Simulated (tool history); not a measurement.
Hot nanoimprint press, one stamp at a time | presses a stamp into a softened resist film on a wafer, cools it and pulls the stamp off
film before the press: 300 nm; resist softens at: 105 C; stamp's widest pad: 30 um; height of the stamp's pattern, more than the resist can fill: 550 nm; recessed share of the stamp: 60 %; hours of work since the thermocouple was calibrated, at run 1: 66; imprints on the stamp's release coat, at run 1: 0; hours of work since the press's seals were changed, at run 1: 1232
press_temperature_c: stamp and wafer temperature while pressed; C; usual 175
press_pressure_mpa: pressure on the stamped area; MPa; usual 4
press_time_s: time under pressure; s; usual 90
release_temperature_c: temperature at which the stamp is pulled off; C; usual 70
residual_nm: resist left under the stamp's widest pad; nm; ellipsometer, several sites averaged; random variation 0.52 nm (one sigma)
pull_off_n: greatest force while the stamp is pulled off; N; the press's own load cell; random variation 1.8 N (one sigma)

run	hour	press_temperature_c	press_pressure_mpa	press_time_s	release_temperature_c	hours of work since the thermocouple was calibrated	imprints on the stamp's release coat	hours of work since the press's seals were changed	residual_nm	pull_off_n
1	0	175	4	90	70	66	0	1232	128.2	184
2	32.6	175	4	90	70	90	140	1256	127.8	195
3	56.1	175	6.34	90	70	108	242	1274	107	197
# hour 68.3: press's hydraulic seals changed and the load cell set to zero
4	85	180	4	90	70	123	331	12	103.8	204
5	115.7	180	4	90	70	146	463	35	102.9	211
6	144.8	182	4	90	70	167	588	57	95.4	214
7	167.6	182	4	90	70	184	686	74	95.3	219
# hour 185.5: stamp cleaned and given a new release coat
8	212.4	176	4	90	73	213	116	102	118.6	172
9	255.8	182	3.41	90	70	245	302	135	101.3	199
10	298.2	170	3.41	90	68	277	484	166	156.7	215
11	322.8	175	4.29	58	76	295	590	184	140.8	174
12	343.8	167	4	90	75	311	680	200	162.9	179
# hour 361.3: stamp cleaned and given a new release coat
13	396.4	167	4	90	75	345	151	235	163	159

3 ways to go on from here, each from the tool as it stands after run 13. What would each give?
A	431.4	175	4	90	72	371	302	261	?	?
B	431.4	181	4	90	75	371	302	261	?	?
C	431.4	185	4.81	65	70	371	302	261	?	?

run	residual_nm	pull_off_n
A	120.7	183
B	95.7	166
C	87.6	196
Without the tool's hidden state the same runs would have given:
run	residual_nm	pull_off_n
A	127.2	179
B	100.8	164
C	92	191

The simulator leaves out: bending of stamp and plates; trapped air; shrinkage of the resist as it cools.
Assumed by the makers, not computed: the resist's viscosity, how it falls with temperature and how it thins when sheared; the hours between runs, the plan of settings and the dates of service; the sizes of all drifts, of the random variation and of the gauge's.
